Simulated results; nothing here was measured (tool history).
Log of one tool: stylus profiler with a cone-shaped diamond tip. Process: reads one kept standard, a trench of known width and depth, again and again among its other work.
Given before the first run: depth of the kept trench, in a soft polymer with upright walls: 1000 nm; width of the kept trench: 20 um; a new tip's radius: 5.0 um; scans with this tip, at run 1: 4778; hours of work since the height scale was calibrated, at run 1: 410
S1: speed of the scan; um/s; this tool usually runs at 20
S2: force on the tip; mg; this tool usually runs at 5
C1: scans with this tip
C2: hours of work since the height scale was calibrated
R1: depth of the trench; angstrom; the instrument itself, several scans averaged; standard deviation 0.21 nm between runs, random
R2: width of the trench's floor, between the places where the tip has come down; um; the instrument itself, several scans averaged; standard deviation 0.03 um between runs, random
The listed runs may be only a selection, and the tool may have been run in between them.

{"run": 1, "hour": 0.0, "S1": 20, "S2": 5, "C1": 4778, "C2": 410, "R1": 10195.1, "R2": 12.39}
{"run": 2, "hour": 20.7, "S1": 20, "S2": 5, "C1": 4970, "C2": 426, "R1": 10203.3, "R2": 12.39}
{"run": 3, "hour": 35.8, "S1": 20, "S2": 9.22, "C1": 5110, "C2": 438, "R1": 10296, "R2": 12.38}
{"run": 4, "hour": 67.5, "S1": 20, "S2": 9.22, "C1": 5404, "C2": 464, "R1": 10294.1, "R2": 12.29}
{"run": 5, "hour": 93.8, "S1": 20, "S2": 5, "C1": 5648, "C2": 485, "R1": 10201.4, "R2": 12.18}
{"run": 6, "hour": 122.4, "S1": 20, "S2": 5, "C1": 5913, "C2": 507, "R1": 10203.4, "R2": 12.11}
{"run": 7, "hour": 153.2, "S1": 20, "S2": 1.81, "C1": 6199, "C2": 532, "R1": 10107.6, "R2": 11.94}
{"hour": 156.4, "done": "height scale calibrated on a step standard"}
{"run": 8, "hour": 183.9, "S1": 20, "S2": 1.81, "C1": 6479, "C2": 22, "R1": 10119.4, "R2": 11.97}
{"run": 9, "hour": 206.2, "S1": 26, "S2": 2.48, "C1": 6686, "C2": 40, "R1": 10145.5, "R2": 11.88}
{"run": 10, "hour": 226.0, "S1": 11, "S2": 14.71, "C1": 6869, "C2": 55, "R1": 10407.6, "R2": 11.98}
{"hour": 235.3, "done": "height scale calibrated on a step standard, once more"}
{"run": 11, "hour": 245.8, "S1": 26, "S2": 9.06, "C1": 7048, "C2": 8, "R1": 10279.2, "R2": 11.85}
{"run": 12, "hour": 267.3, "S1": 9, "S2": 8.58, "C1": 7248, "C2": 25, "R1": 10266.3, "R2": 11.87}

Run 13, settings as shown, results not yet in. Your forecast:
{"run": 13, "hour": 297.4, "S1": 9, "S2": 8.58, "C1": 7527, "C2": 49, "R1": "?", "R2": "?"}

Logged for run 13: R1 10266.7 angstrom, R2 11.84 um.
With the hidden condition absent and the run-to-run variation left alone, this run would have shown R1 10266.1 angstrom, R2 14.01 um.

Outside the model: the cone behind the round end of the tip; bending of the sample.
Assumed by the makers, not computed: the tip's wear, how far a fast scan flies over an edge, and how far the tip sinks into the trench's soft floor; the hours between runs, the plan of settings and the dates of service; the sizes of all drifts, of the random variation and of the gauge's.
